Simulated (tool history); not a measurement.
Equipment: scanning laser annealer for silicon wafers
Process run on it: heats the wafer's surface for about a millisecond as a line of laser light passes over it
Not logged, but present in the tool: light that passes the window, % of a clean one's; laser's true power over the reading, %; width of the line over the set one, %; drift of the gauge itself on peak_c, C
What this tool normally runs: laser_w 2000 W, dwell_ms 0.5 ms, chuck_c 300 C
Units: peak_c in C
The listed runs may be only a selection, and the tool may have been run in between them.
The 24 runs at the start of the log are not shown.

run	hour	laser_w	dwell_ms	chuck_c	hours of work since the window was cleaned	hours of work since the power meter was calibrated	hours of work since the optics were aligned	peak_c
25	864.5	2000	0.578	324	277	1862	701	1222
26	894.5	2000	0.578	324	299	1884	722	1219
27	925.5	2000	0.578	320	321	1906	745	1217
28	968.3	2000	0.497	325	353	1938	776	1158
# hour 980.9: optics aligned, line set to its width
29	1001.6	1821	0.418	305	373	1958	15	990
30	1043.6	1821	0.418	305	404	1989	46	992
31	1066.4	2000	0.415	322	421	2006	62	1083
32	1116.9	1805	0.481	331	458	2042	99	1056
33	1158.1	1805	0.481	331	488	2072	129	1055
34	1206.1	1889	0.39	300	523	2107	164	992
35	1241.3	2000	0.395	300	548	2133	190	1046
36	1274.4	2155	0.5	285	573	2157	214	1205
37	1300.4	1849	0.413	268	592	2176	233	962
38	1324.7	1849	0.395	293	609	2194	251	971
39	1357.5	1749	0.352	273	633	2218	275	873
40	1406.8	1749	0.352	273	669	2254	311	876

Below are 5 alternative next runs, each starting from the tool's condition after run 40. Predict each:
A	1434.2	1871	0.405	300	689	2274	331	?
B	1434.2	1996	0.501	312	689	2274	331	?
C	1434.2	1749	0.615	273	689	2274	331	?
D	1434.2	2000	0.38	273	689	2274	331	?
E	1434.2	1858	0.471	300	689	2274	331	?

run	peak_c
A	997
B	1147
C	1062
D	1006
E	1042
With no hidden state in the tool, these same runs would have given:
run	peak_c
A	997
B	1148
C	1062
D	1007
E	1043
